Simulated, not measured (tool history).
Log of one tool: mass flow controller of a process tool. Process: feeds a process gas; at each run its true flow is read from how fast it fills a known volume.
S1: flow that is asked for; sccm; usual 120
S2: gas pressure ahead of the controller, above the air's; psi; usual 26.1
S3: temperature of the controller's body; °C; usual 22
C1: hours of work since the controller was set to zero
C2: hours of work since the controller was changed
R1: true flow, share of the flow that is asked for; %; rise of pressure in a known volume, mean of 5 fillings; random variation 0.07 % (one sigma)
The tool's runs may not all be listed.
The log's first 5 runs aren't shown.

Run 6, hour 507.3: usual settings but S2 37.1 psi; C1 3390; C2 3390. Result: R1 99.39 %.
Run 7, hour 577.9: usual settings but S2 37.1 psi; C1 3439; C2 3439. Result: R1 99.37 %.
Run 8, hour 698: usual settings but S1 84 sccm; C1 3522; C2 3522. Result: R1 98.42 %.
Run 9, hour 779.1: usual settings but S1 84 sccm; C1 3578; C2 3578. Result: R1 98.44 %.
Run 10, hour 849.9: usual settings but S1 84 sccm; C1 3627; C2 3627. Result: R1 98.48 %.
Run 11, hour 906.8: usual settings but S1 84 sccm; C1 3667; C2 3667. Result: R1 98.48 %.
Run 12, hour 982.3: usual settings but S1 47 sccm; C1 3719; C2 3719. Result: R1 97.86 %.
Run 13, hour 1080.2: usual settings; C1 3787; C2 3787. Result: R1 99.07 %.
Run 14, hour 1135: usual settings; C1 3825; C2 3825. Result: R1 99.02 %.
Run 15, hour 1237.8: usual settings; C1 3896; C2 3896. Result: R1 99.13 %.
Run 16, hour 1365.3: usual settings; C1 3984; C2 3984. Result: R1 99.15 %.
Run 17, hour 1454.8: usual settings but S3 25 °C; C1 4046; C2 4046. Result: R1 99.34 %.
Run 18, hour 1573: usual settings but S1 57 sccm, S3 25 °C; C1 4128; C2 4128. Result: R1 98.53 %.
Run 19, hour 1658: usual settings but S1 57 sccm, S3 25 °C; C1 4187; C2 4187. Result: R1 98.63 %.
Run 20, hour 1778: usual settings but S1 57 sccm, S3 25 °C; C1 4270; C2 4270. Result: R1 98.55 %.
Run 21, hour 1888.8: usual settings but S1 57 sccm, S3 25 °C; C1 4347; C2 4347. Result: R1 98.67 %.
At hour 1923: gauge calibrated.
Run 22, hour 1994.1: usual settings but S1 57 sccm, S3 25 °C; C1 4420; C2 4420. Result: R1 97.98 %.
Run 23, hour 2068.7: usual settings but S1 57 sccm, S3 25 °C; C1 4472; C2 4472. Result: R1 97.93 %.
Run 24, hour 2125.2: usual settings but S1 57 sccm, S3 25 °C; C1 4511; C2 4511. Result: R1 98.11 %.
Run 25, hour 2253.3: usual settings but S1 31 sccm, S2 25.8 psi, S3 35 °C; C1 4600; C2 4600. Result: R1 98.07 %.
Run 26, hour 2332.7: usual settings but S1 31 sccm, S2 25.8 psi, S3 35 °C; C1 4655; C2 4655. Result: R1 98.19 %.
Run 27, hour 2423.2: usual settings but S1 31 sccm, S2 25.8 psi, S3 35 °C; C1 4718; C2 4718. Result: R1 98.19 %.
Run 28, hour 2480.7: usual settings but S1 21 sccm, S2 25.8 psi, S3 36 °C; C1 4758; C2 4758. Result: R1 98.1 %.
Run 29, hour 2568: usual settings but S1 21 sccm, S2 25.8 psi, S3 36 °C; C1 4818; C2 4818. Result: R1 98.27 %.
Run 30, hour 2696: usual settings but S1 66 sccm, S2 36.3 psi, S3 35 °C; C1 4907; C2 4907. Result: R1 99.5 %.

The next listed run, before its measurement:
Run 31, hour 2810.1: usual settings but S1 20 sccm, S2 38.6 psi, S3 28 °C; C1 4986; C2 4986. Result: R1 ?.

{"run 31": {"R1": 98.58}}
Without the tool's hidden state the same run would have given R1 98.2 %.
